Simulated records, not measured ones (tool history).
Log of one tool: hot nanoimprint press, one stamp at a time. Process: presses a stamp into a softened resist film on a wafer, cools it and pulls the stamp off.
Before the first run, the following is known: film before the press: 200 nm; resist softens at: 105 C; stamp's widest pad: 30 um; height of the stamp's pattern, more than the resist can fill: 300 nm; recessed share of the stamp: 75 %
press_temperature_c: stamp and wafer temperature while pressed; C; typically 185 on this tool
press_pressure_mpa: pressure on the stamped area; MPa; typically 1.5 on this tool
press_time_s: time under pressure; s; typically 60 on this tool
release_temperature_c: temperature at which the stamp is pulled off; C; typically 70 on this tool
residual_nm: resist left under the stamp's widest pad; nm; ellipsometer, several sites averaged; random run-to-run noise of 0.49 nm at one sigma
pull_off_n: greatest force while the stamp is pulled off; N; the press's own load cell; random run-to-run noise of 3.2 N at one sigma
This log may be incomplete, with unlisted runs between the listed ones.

run,hour,press_temperature_c,press_pressure_mpa,press_time_s,release_temperature_c,residual_nm,pull_off_n
1,0,185,1.5,60,70,106.7,220
2,27.1,185,1.5,60,70,106.1,213
3,58,195,1.5,60,70,77.6,226
4,92.3,185,1.5,60,70,107.2,229
5,127.1,185,1.5,60,70,107.8,235
6,176.3,185,1.5,60,70,107.5,255
7,232.4,185,1.5,60,70,107.6,267
8,285.5,185,1.5,60,70,108.3,270
# hour 302.7: stamp cleaned and given a new release coat
# hour 310.5: plate thermocouple calibrated
# hour 348.9: press's hydraulic seals changed and the load cell set to zero
9,363.8,185,1.5,60,70,105,154
10,428.1,185,1.5,60,70,105.3,168
11,464.5,185,1.5,60,70,105.2,186
12,496.7,185,2.04,41,70,105.4,177
13,535.3,185,2.04,41,70,106.5,190
14,588.3,185,1.34,60,69,110.5,205
15,615.8,180,1.5,60,67,124,210
16,678.9,195,1.34,35,67,99.3,233
17,740.9,185,2.15,60,70,91.2,221
18,802.4,177,2.15,41,58,133.9,286
# hour 817.1: plate thermocouple calibrated
19,856.3,177,2.15,41,58,132.6,303
20,919.4,187,1.4,55,63,106.4,288

5 options for the next run, each taken on its own from the tool as it stands now. Forecast them:
A,959.6,174,1.4,55,63,?,?
B,959.6,176,0.91,100,70,?,?
C,959.6,175,1.17,36,70,?,?
D,959.6,187,1.58,88,63,?,?
E,959.6,194,1.38,51,63,?,?

run,residual_nm,pull_off_n
A,153.1,295
B,141.9,264
C,165.7,260
D,84.1,291
E,87.9,300
Stripped of hidden state, with their random variation kept, the same runs would have yielded:
run,residual_nm,pull_off_n
A,151.5,173
B,140.5,154
C,164.5,153
D,82.7,170
E,86.6,176
